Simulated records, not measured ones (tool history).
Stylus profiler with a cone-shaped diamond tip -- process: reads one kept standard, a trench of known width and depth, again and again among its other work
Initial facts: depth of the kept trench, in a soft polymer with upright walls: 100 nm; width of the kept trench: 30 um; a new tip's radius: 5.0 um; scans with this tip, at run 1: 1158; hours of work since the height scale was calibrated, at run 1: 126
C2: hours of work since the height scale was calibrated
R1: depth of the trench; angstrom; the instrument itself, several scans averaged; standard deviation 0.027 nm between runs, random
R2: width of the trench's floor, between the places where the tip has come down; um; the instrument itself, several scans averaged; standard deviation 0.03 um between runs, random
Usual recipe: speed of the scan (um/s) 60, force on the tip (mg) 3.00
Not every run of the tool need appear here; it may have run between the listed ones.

run 1 hour=0.0 | speed_of_the_scan_(um/s)=60 force_on_the_tip_(mg)=3.00 | scans_with_this_tip=1158 C2=126 | R1=1014.3 R2=27.66
run 2 hour=41.4 | speed_of_the_scan_(um/s)=60 force_on_the_tip_(mg)=3.00 | scans_with_this_tip=1424 C2=155 | R1=1013.9 R2=27.67
run 3 hour=92.2 | speed_of_the_scan_(um/s)=58 force_on_the_tip_(mg)=3.00 | scans_with_this_tip=1751 C2=191 | R1=1014.4 R2=27.61
run 4 hour=124.3 | speed_of_the_scan_(um/s)=58 force_on_the_tip_(mg)=3.00 | scans_with_this_tip=1957 C2=213 | R1=1014.7 R2=27.60
run 5 hour=163.4 | speed_of_the_scan_(um/s)=58 force_on_the_tip_(mg)=3.00 | scans_with_this_tip=2208 C2=241 | R1=1014.2 R2=27.64
run 6 hour=204.2 | speed_of_the_scan_(um/s)=60 force_on_the_tip_(mg)=3.00 | scans_with_this_tip=2470 C2=269 | R1=1014.1 R2=27.58
run 7 hour=234.4 | speed_of_the_scan_(um/s)=60 force_on_the_tip_(mg)=8.56 | scans_with_this_tip=2665 C2=290 | R1=1029.3 R2=27.71
run 8 hour=264.2 | speed_of_the_scan_(um/s)=177 force_on_the_tip_(mg)=3.00 | scans_with_this_tip=2855 C2=311 | R1=1014.7 R2=27.08
run 9 hour=312.5 | speed_of_the_scan_(um/s)=177 force_on_the_tip_(mg)=3.00 | scans_with_this_tip=3166 C2=345 | R1=1015.2 R2=27.04
run 10 hour=350.3 | speed_of_the_scan_(um/s)=177 force_on_the_tip_(mg)=3.00 | scans_with_this_tip=3409 C2=371 | R1=1015.1 R2=26.93
run 11 hour=377.7 | speed_of_the_scan_(um/s)=18 force_on_the_tip_(mg)=3.00 | scans_with_this_tip=3585 C2=391 | R1=1015.1 R2=27.74
run 12 hour=407.2 | speed_of_the_scan_(um/s)=18 force_on_the_tip_(mg)=3.00 | scans_with_this_tip=3774 C2=411 | R1=1014.9 R2=27.76
run 13 hour=432.3 | speed_of_the_scan_(um/s)=18 force_on_the_tip_(mg)=3.00 | scans_with_this_tip=3936 C2=429 | R1=1015.7 R2=27.72
run 14 hour=479.9 | speed_of_the_scan_(um/s)=18 force_on_the_tip_(mg)=3.00 | scans_with_this_tip=4242 C2=462 | R1=1015.4 R2=27.70
run 15 hour=532.3 | speed_of_the_scan_(um/s)=60 force_on_the_tip_(mg)=7.65 | scans_with_this_tip=4578 C2=499 | R1=1027.7 R2=27.65
run 16 hour=575.3 | speed_of_the_scan_(um/s)=60 force_on_the_tip_(mg)=2.57 | scans_with_this_tip=4855 C2=529 | R1=1013.8 R2=27.52
run 17 hour=613.4 | speed_of_the_scan_(um/s)=60 force_on_the_tip_(mg)=3.00 | scans_with_this_tip=5099 C2=555 | R1=1015.3 R2=27.54
run 18 hour=657.5 | speed_of_the_scan_(um/s)=60 force_on_the_tip_(mg)=3.00 | scans_with_this_tip=5383 C2=586 | R1=1015.8 R2=27.52
run 19 hour=693.6 | speed_of_the_scan_(um/s)=60 force_on_the_tip_(mg)=3.00 | scans_with_this_tip=5614 C2=612 | R1=1016.3 R2=27.52
run 20 hour=725.6 | speed_of_the_scan_(um/s)=60 force_on_the_tip_(mg)=3.00 | scans_with_this_tip=5820 C2=634 | R1=1015.4 R2=27.51
run 21 hour=772.9 | speed_of_the_scan_(um/s)=60 force_on_the_tip_(mg)=3.00 | scans_with_this_tip=6124 C2=667 | R1=1015.8 R2=27.48
run 22 hour=797.8 | speed_of_the_scan_(um/s)=60 force_on_the_tip_(mg)=3.00 | scans_with_this_tip=6284 C2=685 | R1=1015.8 R2=27.50
run 23 hour=838.1 | speed_of_the_scan_(um/s)=60 force_on_the_tip_(mg)=3.00 | scans_with_this_tip=6542 C2=713 | R1=1015.8 R2=27.50
run 24 hour=885.2 | speed_of_the_scan_(um/s)=60 force_on_the_tip_(mg)=3.00 | scans_with_this_tip=6845 C2=746 | R1=1016.0 R2=27.43
-- hour=887.9 height scale calibrated on a step standard
run 25 hour=932.9 | speed_of_the_scan_(um/s)=38 force_on_the_tip_(mg)=1.12 | scans_with_this_tip=7148 C2=31 | R1=1009.3 R2=27.42
run 26 hour=979.2 | speed_of_the_scan_(um/s)=16 force_on_the_tip_(mg)=1.44 | scans_with_this_tip=7446 C2=64 | R1=1011.0 R2=27.62
run 27 hour=1018.2 | speed_of_the_scan_(um/s)=25 force_on_the_tip_(mg)=1.22 | scans_with_this_tip=7696 C2=91 | R1=1009.9 R2=27.53
run 28 hour=1041.8 | speed_of_the_scan_(um/s)=52 force_on_the_tip_(mg)=8.32 | scans_with_this_tip=7848 C2=108 | R1=1030.4 R2=27.54
run 29 hour=1076.1 | speed_of_the_scan_(um/s)=52 force_on_the_tip_(mg)=8.32 | scans_with_this_tip=8069 C2=132 | R1=1030.1 R2=27.53
run 30 hour=1104.0 | speed_of_the_scan_(um/s)=41 force_on_the_tip_(mg)=5.80 | scans_with_this_tip=8248 C2=151 | R1=1024.4 R2=27.55
run 31 hour=1144.8 | speed_of_the_scan_(um/s)=41 force_on_the_tip_(mg)=5.80 | scans_with_this_tip=8510 C2=180 | R1=1025.2 R2=27.49
run 32 hour=1184.2 | speed_of_the_scan_(um/s)=17 force_on_the_tip_(mg)=2.49 | scans_with_this_tip=8763 C2=207 | R1=1014.8 R2=27.53
-- hour=1191.4 height scale calibrated on a step standard, once more
run 33 hour=1231.6 | speed_of_the_scan_(um/s)=17 force_on_the_tip_(mg)=3.56 | scans_with_this_tip=9064 C2=28 | R1=1016.5 R2=27.62
run 34 hour=1253.9 | speed_of_the_scan_(um/s)=110 force_on_the_tip_(mg)=5.93 | scans_with_this_tip=9207 C2=44 | R1=1023.5 R2=27.29
run 35 hour=1283.1 | speed_of_the_scan_(um/s)=110 force_on_the_tip_(mg)=5.93 | scans_with_this_tip=9395 C2=64 | R1=1022.8 R2=27.28
run 36 hour=1323.3 | speed_of_the_scan_(um/s)=110 force_on_the_tip_(mg)=5.93 | scans_with_this_tip=9653 C2=92 | R1=1023.3 R2=27.22
run 37 hour=1364.9 | speed_of_the_scan_(um/s)=77 force_on_the_tip_(mg)=2.04 | scans_with_this_tip=9920 C2=121 | R1=1011.7 R2=27.20
run 38 hour=1394.9 | speed_of_the_scan_(um/s)=78 force_on_the_tip_(mg)=8.37 | scans_with_this_tip=10113 C2=142 | R1=1028.8 R2=27.30
run 39 hour=1444.7 | speed_of_the_scan_(um/s)=55 force_on_the_tip_(mg)=8.37 | scans_with_this_tip=10433 C2=177 | R1=1029.3 R2=27.44
run 40 hour=1477.0 | speed_of_the_scan_(um/s)=60 force_on_the_tip_(mg)=7.56 | scans_with_this_tip=10641 C2=200 | R1=1027.0 R2=27.42
run 41 hour=1513.0 | speed_of_the_scan_(um/s)=19 force_on_the_tip_(mg)=1.51 | scans_with_this_tip=10872 C2=225 | R1=1009.7 R2=27.47
run 42 hour=1556.2 | speed_of_the_scan_(um/s)=219 force_on_the_tip_(mg)=1.42 | scans_with_this_tip=11150 C2=255 | R1=1009.5 R2=26.05
run 43 hour=1608.8 | speed_of_the_scan_(um/s)=219 force_on_the_tip_(mg)=1.42 | scans_with_this_tip=11488 C2=292 | R1=1009.6 R2=26.06
run 44 hour=1651.3 | speed_of_the_scan_(um/s)=60 force_on_the_tip_(mg)=1.67 | scans_with_this_tip=11760 C2=322 | R1=1010.8 R2=27.22
run 45 hour=1691.9 | speed_of_the_scan_(um/s)=63 force_on_the_tip_(mg)=8.00 | scans_with_this_tip=12021 C2=350 | R1=1028.7 R2=27.33
run 46 hour=1743.1 | speed_of_the_scan_(um/s)=63 force_on_the_tip_(mg)=8.00 | scans_with_this_tip=12351 C2=386 | R1=1028.7 R2=27.41

Consider 4 possible next runs. They are alternatives, not a sequence: every one starts from the tool as it was left by run 46. What does each give?
run A hour=1766.7 | speed_of_the_scan_(um/s)=63 force_on_the_tip_(mg)=1.96 | scans_with_this_tip=12502 C2=403 | R1=? R2=?
run B hour=1766.7 | speed_of_the_scan_(um/s)=201 force_on_the_tip_(mg)=6.14 | scans_with_this_tip=12502 C2=403 | R1=? R2=?
run C hour=1766.7 | speed_of_the_scan_(um/s)=63 force_on_the_tip_(mg)=1.49 | scans_with_this_tip=12502 C2=403 | R1=? R2=?
run D hour=1766.7 | speed_of_the_scan_(um/s)=18 force_on_the_tip_(mg)=7.03 | scans_with_this_tip=12502 C2=403 | R1=? R2=?

run=A R1=1012.3 R2=27.15
run=B R1=1024.5 R2=26.85
run=C R1=1009.9 R2=27.08
run=D R1=1027.0 R2=27.46
Without the tool's hidden state the same runs would have given:
run=A R1=1010.8 R2=27.63
run=B R1=1023.0 R2=27.33
run=C R1=1008.4 R2=27.57
run=D R1=1025.5 R2=27.94

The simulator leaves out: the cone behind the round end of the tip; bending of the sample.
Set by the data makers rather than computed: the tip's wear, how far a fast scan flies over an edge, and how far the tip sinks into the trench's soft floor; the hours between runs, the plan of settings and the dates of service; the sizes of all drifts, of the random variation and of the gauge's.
